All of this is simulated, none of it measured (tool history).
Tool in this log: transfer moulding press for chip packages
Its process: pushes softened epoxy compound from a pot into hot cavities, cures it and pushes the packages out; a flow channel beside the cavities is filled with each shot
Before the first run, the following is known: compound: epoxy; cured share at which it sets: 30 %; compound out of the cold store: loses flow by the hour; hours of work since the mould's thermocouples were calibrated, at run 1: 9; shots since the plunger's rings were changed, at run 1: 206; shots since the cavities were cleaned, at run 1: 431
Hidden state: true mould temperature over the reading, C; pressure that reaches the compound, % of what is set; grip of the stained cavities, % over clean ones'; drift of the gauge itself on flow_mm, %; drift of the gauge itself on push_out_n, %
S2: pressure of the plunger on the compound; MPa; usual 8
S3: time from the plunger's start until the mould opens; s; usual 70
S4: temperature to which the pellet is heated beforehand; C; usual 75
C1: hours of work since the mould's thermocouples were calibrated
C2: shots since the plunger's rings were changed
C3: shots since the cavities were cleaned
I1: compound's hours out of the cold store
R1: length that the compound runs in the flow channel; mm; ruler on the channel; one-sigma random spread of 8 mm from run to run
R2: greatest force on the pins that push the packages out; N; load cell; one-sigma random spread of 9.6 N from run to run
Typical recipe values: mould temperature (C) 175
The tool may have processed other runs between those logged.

Run 1, hour 0: usual settings; C1 9; C2 206; C3 431; I1 35.6. Result: R1 879 mm, R2 680 N.
At hour 3.9: cavities cleaned with cleaning compound and waxed.
Run 2, hour 37.8: usual settings but S2 9.18 MPa; C1 31; C2 668; C3 432; I1 45.3. Result: R1 892 mm, R2 659 N.
At hour 41.9: cavities cleaned with cleaning compound and waxed.
Run 3, hour 60.8: usual settings but S2 9.18 MPa; C1 43; C2 942; C3 241; I1 45.9. Result: R1 897 mm, R2 564 N.
At hour 80.6: cavities cleaned with cleaning compound and waxed.
Run 4, hour 86.7: usual settings but S2 9.18 MPa; C1 58; C2 1253; C3 77; I1 32.8. Result: R1 943 mm, R2 496 N.
Run 5, hour 104.5: usual settings but S2 9.18 MPa; C1 68; C2 1480; C3 304; I1 35.5. Result: R1 929 mm, R2 603 N.
At hour 118.6: cavities cleaned with cleaning compound and waxed.
Run 6, hour 130.5: usual settings but S2 9.18 MPa; C1 82; C2 1792; C3 151; I1 32.2. Result: R1 925 mm, R2 555 N.
At hour 157.3: cavities cleaned with cleaning compound and waxed.
Run 7, hour 172.4: usual settings but S2 9.18 MPa; C1 106; C2 2306; C3 192; I1 44.4. Result: R1 864 mm, R2 532 N.
At hour 195.1: cavities cleaned with cleaning compound and waxed.
Run 8, hour 217.7: usual settings but S2 9.18 MPa; C1 132; C2 2865; C3 288; I1 10.2. Result: R1 995 mm, R2 659 N.
At hour 235.2: cavities cleaned with cleaning compound and waxed.
Run 9, hour 256: usual settings but mould temperature (C) 171; C1 153; C2 3334; C3 265; I1 43.5. Result: R1 812 mm, R2 712 N.
At hour 273.8: cavities cleaned with cleaning compound and waxed.
Run 10, hour 286.4: usual settings but S3 95 s; C1 170; C2 3701; C3 159; I1 42.6. Result: R1 802 mm, R2 439 N.
At hour 313.6: cavities cleaned with cleaning compound and waxed.
Run 11, hour 322.6: usual settings but mould temperature (C) 180; C1 190; C2 4144; C3 114; I1 21.6. Result: R1 852 mm, R2 448 N.
Run 12, hour 347.7: usual settings but mould temperature (C) 180; C1 205; C2 4463; C3 433; I1 34.2. Result: R1 795 mm, R2 566 N.
At hour 352.2: cavities cleaned with cleaning compound and waxed.
Run 13, hour 368.5: usual settings but mould temperature (C) 180; C1 216; C2 4709; C3 207; I1 11.2. Result: R1 893 mm, R2 495 N.
At hour 389.6: cavities cleaned with cleaning compound and waxed.
Run 14, hour 411: usual settings but mould temperature (C) 180; C1 240; C2 5232; C3 272; I1 18.2. Result: R1 842 mm, R2 542 N.
At hour 429.5: cavities cleaned with cleaning compound and waxed.
Run 15, hour 447.1: usual settings but mould temperature (C) 170, S2 6.48 MPa, S4 67 C; C1 260; C2 5673; C3 225; I1 42.3. Result: R1 710 mm, R2 776 N.
At hour 465.9: plunger's sealing rings changed.
At hour 470.8: cavities cleaned with cleaning compound and waxed.
Run 16, hour 488.7: usual settings but mould temperature (C) 180, S2 6.48 MPa, S4 78 C; C1 282; C2 272; C3 228; I1 10.5. Result: R1 869 mm, R2 486 N.
At hour 508.9: cavities cleaned with cleaning compound and waxed.
Run 17, hour 509.6: usual settings but S2 6.96 MPa, S3 82 s, S4 84 C; C1 294; C2 520; C3 10; I1 16.1. Result: R1 887 mm, R2 366 N.

Run 18, settings as shown, results not yet in. Your forecast:
At hour 513.6: mould's thermocouples calibrated.
At hour 548.7: cavities cleaned with cleaning compound and waxed.
Run 18, hour 555.4: usual settings but S2 6.96 MPa, S3 82 s, S4 84 C; C1 24; C2 1059; C3 87; I1 14.7. Result: R1 ?, R2 ?.

R1: 899 mm
R2: 435 N
If the tool had no hidden condition, the same run with the same run-to-run variation would have returned R1 916 mm, R2 369 N.

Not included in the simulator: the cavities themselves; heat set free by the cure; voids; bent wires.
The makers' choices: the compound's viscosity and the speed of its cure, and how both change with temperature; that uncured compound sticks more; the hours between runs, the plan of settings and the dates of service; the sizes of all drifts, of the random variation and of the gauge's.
